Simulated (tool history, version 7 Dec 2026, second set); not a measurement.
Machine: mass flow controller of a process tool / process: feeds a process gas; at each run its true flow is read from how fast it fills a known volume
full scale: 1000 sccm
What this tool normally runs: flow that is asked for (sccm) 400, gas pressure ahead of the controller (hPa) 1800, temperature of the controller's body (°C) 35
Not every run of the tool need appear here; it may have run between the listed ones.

run	hour	flow that is asked for (sccm)	gas pressure ahead of the controller (hPa)	temperature of the controller's body (°C)	true flow (%)
1	0	400	1800	35	98.3
2	52.7	400	1800	35	98.52
3	138.6	400	1800	35	98.55
4	220.3	400	1800	35	98.61
5	297.5	400	1800	35	98.8
6	382.7	400	1800	29	99.28
7	461.1	129	1800	29	99.09
8	539.8	129	1800	29	99.2
9	621.4	451	2300	30	99.62
10	709.8	451	2300	30	99.86
11	767.8	654	1780	32	100.4
12	850.2	571	2530	33	99.98
13	920.6	135	1910	31	99.61
14	978.6	979	2060	21	101.91
15	1063.6	979	1740	30	101.66

Measured result minus the same run's result without the hidden state. Both carry the same run-to-run variation, though not necessarily the same gauge scatter:
The tool's hidden condition here consists of: flow at rest that the sensor doesn't see, % of full scale; true flow over the shown one, %; drift of the gauge itself on true_pct, %.
run	true flow (%)
1	+0
2	+0.1
3	+0.25
4	+0.4
5	+0.54
6	+0.7
7	+0.85
8	+0.99
9	+1.13
10	+1.29
11	+1.4
12	+1.54
13	+1.68
14	+1.79
15	+1.94
